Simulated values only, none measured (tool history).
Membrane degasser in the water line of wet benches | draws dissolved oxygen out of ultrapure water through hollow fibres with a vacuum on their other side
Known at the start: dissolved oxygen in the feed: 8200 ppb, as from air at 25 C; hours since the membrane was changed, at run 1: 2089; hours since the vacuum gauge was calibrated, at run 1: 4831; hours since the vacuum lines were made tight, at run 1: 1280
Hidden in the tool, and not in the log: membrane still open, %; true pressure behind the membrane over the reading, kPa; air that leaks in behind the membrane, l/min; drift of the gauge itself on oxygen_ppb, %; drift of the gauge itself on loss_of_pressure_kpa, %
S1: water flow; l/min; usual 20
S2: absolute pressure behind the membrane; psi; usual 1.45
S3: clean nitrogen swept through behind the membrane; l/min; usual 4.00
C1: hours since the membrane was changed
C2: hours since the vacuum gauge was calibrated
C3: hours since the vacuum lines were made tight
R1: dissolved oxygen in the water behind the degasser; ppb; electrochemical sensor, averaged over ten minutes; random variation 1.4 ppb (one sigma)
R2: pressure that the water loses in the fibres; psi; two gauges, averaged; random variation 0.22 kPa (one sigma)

| run | hour | S1 | S2 | S3 | C1 | C2 | C3 | R1 | R2 |
|---|---|---|---|---|---|---|---|---|---|
| 1 | 0.0 | 20 | 1.45 | 4.00 | 2089 | 4831 | 1280 | 139.9 | 7.558 |
| 2 | 64.6 | 20 | 1.45 | 4.00 | 2154 | 4896 | 1344 | 140.1 | 7.574 |
| 3 | 132.8 | 20 | 1.45 | 4.00 | 2222 | 4964 | 1412 | 138.9 | 7.628 |
| 4 | 161.3 | 20 | 1.45 | 4.00 | 2251 | 4992 | 1441 | 139.4 | 7.622 |
| 5 | 196.9 | 20 | 1.45 | 5.56 | 2286 | 5028 | 1477 | 117.7 | 7.626 |
| 6 | 251.8 | 18 | 1.45 | 4.00 | 2341 | 5083 | 1531 | 118.3 | 6.908 |
| 7 | 292.7 | 18 | 1.45 | 4.00 | 2382 | 5124 | 1572 | 117.2 | 6.901 |
| 8 | 339.5 | 18 | 2.87 | 4.00 | 2429 | 5171 | 1619 | 220.7 | 6.830 |
| 9 | 370.7 | 18 | 2.87 | 4.00 | 2460 | 5202 | 1650 | 222.5 | 6.892 |
| 10 | 438.0 | 18 | 2.87 | 4.00 | 2527 | 5269 | 1718 | 220.5 | 6.856 |
| 11 | 501.6 | 18 | 2.87 | 4.00 | 2591 | 5333 | 1781 | 216.2 | 6.907 |
| 12 | 537.2 | 18 | 2.87 | 4.00 | 2627 | 5368 | 1817 | 220.7 | 6.947 |
| 13 | 571.5 | 20 | 2.12 | 4.00 | 2661 | 5402 | 1851 | 193.0 | 7.678 |
| 14 | 618.5 | 20 | 1.45 | 4.00 | 2708 | 5450 | 1898 | 140.4 | 7.717 |
| 15 | 656.2 | 20 | 1.45 | 1.69 | 2746 | 5487 | 1936 | 238.7 | 7.661 |
| 16 | 724.4 | 20 | 1.45 | 1.69 | 2814 | 5555 | 2004 | 237.4 | 7.707 |
| 17 | 752.8 | 20 | 1.00 | 1.69 | 2842 | 5584 | 2033 | 159.1 | 7.719 |
| 18 | 809.2 | 23 | 0.96 | 1.69 | 2899 | 5640 | 2089 | 188.4 | 8.901 |
|  | 863.6 | gauge calibrated |
| 19 | 875.6 | 14 | 1.77 | 5.60 | 2965 | 5707 | 2155 | 72.8 | 5.301 |
| 20 | 913.1 | 14 | 1.77 | 5.60 | 3003 | 5744 | 2193 | 73.2 | 5.272 |
| 21 | 958.9 | 14 | 0.97 | 4.88 | 3048 | 5790 | 2239 | 43.2 | 5.317 |
| 22 | 989.5 | 14 | 2.51 | 4.88 | 3079 | 5820 | 2269 | 118.5 | 5.321 |
|  | 1022.4 | vacuum gauge calibrated |
| 23 | 1057.0 | 14 | 2.03 | 5.16 | 3146 | 35 | 2336 | 92.0 | 5.321 |
| 24 | 1105.9 | 20 | 0.93 | 1.60 | 3195 | 84 | 2385 | 149.5 | 7.609 |
| 25 | 1148.6 | 12 | 1.45 | 5.53 | 3238 | 126 | 2428 | 47.1 | 4.551 |
| 26 | 1193.8 | 15 | 2.94 | 6.71 | 3283 | 171 | 2473 | 118.8 | 5.741 |
| 27 | 1256.1 | 25 | 2.06 | 5.60 | 3345 | 234 | 2535 | 221.3 | 9.542 |
| 28 | 1313.9 | 20 | 1.45 | 4.16 | 3403 | 292 | 2593 | 135.7 | 7.649 |
| 29 | 1371.8 | 16 | 2.61 | 10.87 | 3461 | 349 | 2651 | 85.0 | 6.166 |
| 30 | 1427.1 | 20 | 1.45 | 3.85 | 3516 | 405 | 2706 | 142.3 | 7.745 |
| 31 | 1488.0 | 20 | 1.45 | 3.85 | 3577 | 466 | 2767 | 145.0 | 7.757 |

The same runs without the tool's hidden state, with the same run-to-run variation:
| run | R2 |
|---|---|
| 1 | 7.556 |
| 2 | 7.561 |
| 3 | 7.601 |
| 4 | 7.588 |
| 5 | 7.587 |
| 6 | 6.862 |
| 7 | 6.849 |
| 8 | 6.770 |
| 9 | 6.827 |
| 10 | 6.779 |
| 11 | 6.818 |
| 12 | 6.853 |
| 13 | 7.567 |
| 14 | 7.596 |
| 15 | 7.533 |
| 16 | 7.565 |
| 17 | 7.571 |
| 18 | 8.718 |
| 19 | 5.298 |
| 20 | 5.265 |
| 21 | 5.303 |
| 22 | 5.304 |
| 23 | 5.294 |
| 24 | 7.561 |
| 25 | 4.518 |
| 26 | 5.691 |
| 27 | 9.445 |
| 28 | 7.561 |
| 29 | 6.084 |
| 30 | 7.633 |
| 31 | 7.633 |
R1: within 0.3 ppb of the measured result in every run.
